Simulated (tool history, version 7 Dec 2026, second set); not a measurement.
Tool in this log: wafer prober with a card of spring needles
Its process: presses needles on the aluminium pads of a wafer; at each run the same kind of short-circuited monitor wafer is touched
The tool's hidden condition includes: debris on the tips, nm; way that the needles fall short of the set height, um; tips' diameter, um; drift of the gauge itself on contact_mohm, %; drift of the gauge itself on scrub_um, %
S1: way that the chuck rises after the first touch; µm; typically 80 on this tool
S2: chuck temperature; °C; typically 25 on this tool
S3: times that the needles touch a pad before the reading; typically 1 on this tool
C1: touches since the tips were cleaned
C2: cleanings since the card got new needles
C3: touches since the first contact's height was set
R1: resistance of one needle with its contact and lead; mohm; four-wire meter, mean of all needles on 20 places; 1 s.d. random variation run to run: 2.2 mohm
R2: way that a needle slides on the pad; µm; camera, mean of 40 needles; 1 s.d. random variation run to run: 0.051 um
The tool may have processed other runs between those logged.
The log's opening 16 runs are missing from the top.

-- hour=480.3 tips cleaned on abrasive film
run 17 hour=497.7 | S1=80 S2=80 S3=2 | C1=4782 C2=31 C3=221470 | R1=268 R2=22.75
-- hour=505.5 tips cleaned on abrasive film
-- hour=514.7 height of the first contact set anew
run 18 hour=517.2 | S1=80 S2=80 S3=2 | C1=3116 C2=32 C3=669 | R1=265 R2=22.67
-- hour=530.1 tips cleaned on abrasive film
run 19 hour=544.6 | S1=86 S2=25 S3=1 | C1=3983 C2=33 C3=8181 | R1=251 R2=24.29
-- hour=555.5 tips cleaned on abrasive film
-- hour=580.4 tips cleaned on abrasive film
run 20 hour=580.4 | S1=81 S2=122 S3=1 | C1=0 C2=35 C3=17993 | R1=273 R2=23.01
-- hour=604.1 tips cleaned on abrasive film
run 21 hour=617.5 | S1=78 S2=122 S3=2 | C1=3690 C2=36 C3=28172 | R1=279 R2=22.19
-- hour=630.4 tips cleaned on abrasive film
run 22 hour=653.4 | S1=78 S2=122 S3=2 | C1=6343 C2=37 C3=38025 | R1=276 R2=22.19
-- hour=655.4 tips cleaned on abrasive film
run 23 hour=670.3 | S1=72 S2=26 S3=3 | C1=4106 C2=38 C3=42643 | R1=252 R2=20.51
-- hour=682.2 tips cleaned on abrasive film
-- hour=707.4 tips cleaned on abrasive film
run 24 hour=710 | S1=82 S2=26 S3=2 | C1=694 C2=40 C3=53501 | R1=251 R2=23.35
-- hour=726.1 gauge calibrated
-- hour=731.4 tips cleaned on abrasive film
run 25 hour=734 | S1=80 S2=112 S3=1 | C1=707 C2=41 C3=60091 | R1=279 R2=22.35
-- hour=755.6 tips cleaned on abrasive film
run 26 hour=770.7 | S1=80 S2=112 S3=2 | C1=4144 C2=42 C3=70160 | R1=277 R2=22.41
-- hour=782.3 tips cleaned on abrasive film
run 27 hour=800.1 | S1=63 S2=25 S3=1 | C1=4900 C2=43 C3=78232 | R1=252 R2=17.61
-- hour=808.6 tips cleaned on abrasive film
run 28 hour=822.9 | S1=61 S2=91 S3=1 | C1=3954 C2=44 C3=84483 | R1=272 R2=17.04
-- hour=833.2 tips cleaned on abrasive film
run 29 hour=846.9 | S1=64 S2=25 S3=1 | C1=3770 C2=45 C3=91041 | R1=252 R2=17.98
-- hour=857.8 tips cleaned on abrasive film
-- hour=882.1 tips cleaned on abrasive film
run 30 hour=882.1 | S1=64 S2=52 S3=1 | C1=0 C2=47 C3=100680 | R1=262 R2=17.98
-- hour=908.5 tips cleaned on abrasive film
run 31 hour=910.2 | S1=64 S2=52 S3=1 | C1=471 C2=48 C3=108382 | R1=258 R2=17.94
-- hour=933.5 tips cleaned on abrasive film
run 32 hour=947.7 | S1=73 S2=44 S3=3 | C1=3921 C2=49 C3=118680 | R1=255 R2=20.54

What if the next run were any one of these 3? Each begins from the tool's condition after run 32:
-- hour=957.8 tips cleaned on abrasive film
run A hour=973.5 | S1=82 S2=61 S3=3 | C1=4331 C2=50 C3=125762 | R1=? R2=?
-- hour=957.8 tips cleaned on abrasive film
run B hour=973.5 | S1=83 S2=89 S3=3 | C1=4331 C2=50 C3=125762 | R1=? R2=?
-- hour=957.8 tips cleaned on abrasive film
run C hour=973.5 | S1=80 S2=74 S3=1 | C1=4331 C2=50 C3=125762 | R1=? R2=?

run=A R1=258 R2=23.15
run=B R1=266 R2=23.37
run=C R1=264 R2=22.51
What these runs would have given with no unlogged condition in the tool:
run=A R1=257 R2=23.01
run=B R1=266 R2=23.24
run=C R1=264 R2=22.38

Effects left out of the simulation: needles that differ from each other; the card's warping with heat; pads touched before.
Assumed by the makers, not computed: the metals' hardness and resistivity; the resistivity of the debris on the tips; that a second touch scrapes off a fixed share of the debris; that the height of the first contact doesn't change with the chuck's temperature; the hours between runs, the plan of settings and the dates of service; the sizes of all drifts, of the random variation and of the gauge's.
